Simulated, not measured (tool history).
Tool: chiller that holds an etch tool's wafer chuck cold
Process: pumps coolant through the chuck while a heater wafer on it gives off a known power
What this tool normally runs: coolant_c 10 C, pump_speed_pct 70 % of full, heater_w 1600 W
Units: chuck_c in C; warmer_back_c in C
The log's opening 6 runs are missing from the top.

run 7 hour=742.8 | coolant_c=10 pump_speed_pct=70 heater_w=845 | chuck_c=18.5 warmer_back_c=2.85
run 8 hour=859.8 | coolant_c=10 pump_speed_pct=70 heater_w=845 | chuck_c=18.2 warmer_back_c=2.88
run 9 hour=964.9 | coolant_c=10 pump_speed_pct=70 heater_w=1600 | chuck_c=25.3 warmer_back_c=5.5
-- hour=980.5 chiller's thermometer calibrated
run 10 hour=1104.5 | coolant_c=10 pump_speed_pct=70 heater_w=1600 | chuck_c=24.6 warmer_back_c=5.54
run 11 hour=1262.6 | coolant_c=10 pump_speed_pct=89 heater_w=1600 | chuck_c=22.1 warmer_back_c=4.25
run 12 hour=1384.5 | coolant_c=10 pump_speed_pct=89 heater_w=1600 | chuck_c=21.9 warmer_back_c=4.25
run 13 hour=1515.7 | coolant_c=10 pump_speed_pct=89 heater_w=2082 | chuck_c=25.7 warmer_back_c=5.51
run 14 hour=1590.9 | coolant_c=10 pump_speed_pct=89 heater_w=2082 | chuck_c=25.7 warmer_back_c=5.56
run 15 hour=1721.1 | coolant_c=10 pump_speed_pct=89 heater_w=2082 | chuck_c=25.8 warmer_back_c=5.59
run 16 hour=1838.4 | coolant_c=10 pump_speed_pct=89 heater_w=2082 | chuck_c=26.1 warmer_back_c=5.61
run 17 hour=1915 | coolant_c=10 pump_speed_pct=89 heater_w=2082 | chuck_c=26.1 warmer_back_c=5.59
run 18 hour=2028.7 | coolant_c=10 pump_speed_pct=89 heater_w=2082 | chuck_c=26.3 warmer_back_c=5.6
run 19 hour=2162.4 | coolant_c=10 pump_speed_pct=69 heater_w=1460 | chuck_c=24.4 warmer_back_c=5.22
run 20 hour=2287.4 | coolant_c=10 pump_speed_pct=69 heater_w=1376 | chuck_c=23.8 warmer_back_c=4.96
run 21 hour=2371.8 | coolant_c=20 pump_speed_pct=82 heater_w=1129 | chuck_c=29.8 warmer_back_c=3.31
run 22 hour=2480.9 | coolant_c=20 pump_speed_pct=82 heater_w=1129 | chuck_c=29.9 warmer_back_c=3.42
run 23 hour=2651.3 | coolant_c=20 pump_speed_pct=82 heater_w=1129 | chuck_c=29.9 warmer_back_c=3.38
run 24 hour=2782.3 | coolant_c=20 pump_speed_pct=74 heater_w=1638 | chuck_c=35.5 warmer_back_c=5.52
run 25 hour=2951.9 | coolant_c=10 pump_speed_pct=77 heater_w=1600 | chuck_c=24.9 warmer_back_c=5.1
run 26 hour=3058 | coolant_c=7 pump_speed_pct=72 heater_w=1600 | chuck_c=23 warmer_back_c=5.61
run 27 hour=3215.4 | coolant_c=7 pump_speed_pct=72 heater_w=1600 | chuck_c=22.9 warmer_back_c=5.56
run 28 hour=3316.3 | coolant_c=7 pump_speed_pct=72 heater_w=1600 | chuck_c=23.3 warmer_back_c=5.59
run 29 hour=3470.5 | coolant_c=4 pump_speed_pct=83 heater_w=1600 | chuck_c=18.3 warmer_back_c=4.83
run 30 hour=3638.6 | coolant_c=4 pump_speed_pct=83 heater_w=1600 | chuck_c=18.5 warmer_back_c=4.8
run 31 hour=3752.2 | coolant_c=10 pump_speed_pct=76 heater_w=1317 | chuck_c=23.1 warmer_back_c=4.46

Predict each of these 5 candidate next runs independently; none follows another, all start after run 31:
run A hour=3865.6 | coolant_c=7 pump_speed_pct=76 heater_w=1326 | chuck_c=? warmer_back_c=?
run B hour=3865.6 | coolant_c=10 pump_speed_pct=70 heater_w=1079 | chuck_c=? warmer_back_c=?
run C hour=3865.6 | coolant_c=9 pump_speed_pct=81 heater_w=1600 | chuck_c=? warmer_back_c=?
run D hour=3865.6 | coolant_c=10 pump_speed_pct=91 heater_w=900 | chuck_c=? warmer_back_c=?
run E hour=3865.6 | coolant_c=10 pump_speed_pct=76 heater_w=1273 | chuck_c=? warmer_back_c=?

run=A chuck_c=20.3 warmer_back_c=4.41
run=B chuck_c=21.8 warmer_back_c=3.9
run=C chuck_c=24.1 warmer_back_c=4.98
run=D chuck_c=17.9 warmer_back_c=2.43
run=E chuck_c=22.6 warmer_back_c=4.28
Stripped of hidden state, with their random variation kept, the same runs would have yielded:
run=A chuck_c=16 warmer_back_c=3.87
run=B chuck_c=18 warmer_back_c=3.42
run=C chuck_c=19.2 warmer_back_c=4.37
run=D chuck_c=15.2 warmer_back_c=2.13
run=E chuck_c=18.5 warmer_back_c=3.76

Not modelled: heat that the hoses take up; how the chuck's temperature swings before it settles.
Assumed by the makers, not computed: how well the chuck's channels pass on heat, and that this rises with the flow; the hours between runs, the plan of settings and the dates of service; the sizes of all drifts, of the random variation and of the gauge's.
